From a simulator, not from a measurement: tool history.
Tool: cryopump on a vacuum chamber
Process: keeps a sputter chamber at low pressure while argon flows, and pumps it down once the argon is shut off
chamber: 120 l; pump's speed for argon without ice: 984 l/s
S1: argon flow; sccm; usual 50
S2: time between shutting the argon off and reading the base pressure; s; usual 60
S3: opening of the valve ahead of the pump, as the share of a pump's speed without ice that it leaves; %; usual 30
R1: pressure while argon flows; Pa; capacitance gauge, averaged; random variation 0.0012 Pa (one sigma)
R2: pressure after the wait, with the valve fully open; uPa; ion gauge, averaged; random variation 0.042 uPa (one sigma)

run	hour	S1	S2	S3	R1	R2
1	0.0	50	60	30	0.3031	4.85
2	17.3	50	60	30	0.2991	4.91
3	49.7	50	60	30	0.3013	4.87
4	73.7	50	60	30	0.3044	4.76
5	101.5	50	60	30	0.3024	5.01
6	127.9	50	60	30	0.3042	4.82
7	144.9	50	60	35	0.2619	4.91
8	167.0	54	28	18	0.5299	7.37
9	190.8	64	145	30	0.3921	3.81
10	223.8	28	82	49	0.1096	4.67

3 ways to go on from here, each from the tool as it stands after run 10. What would each give?
A	257.2	44	60	30	?	?
B	257.2	38	82	54	?	?
C	257.2	28	47	25	?	?

run	R1	R2
A	0.2694	5.27
B	0.1360	4.61
C	0.2027	5.80
Without the tool's hidden state the same runs would have given:
run	R1	R2
A	0.2520	2.46
B	0.1210	1.85
C	0.1917	3.03

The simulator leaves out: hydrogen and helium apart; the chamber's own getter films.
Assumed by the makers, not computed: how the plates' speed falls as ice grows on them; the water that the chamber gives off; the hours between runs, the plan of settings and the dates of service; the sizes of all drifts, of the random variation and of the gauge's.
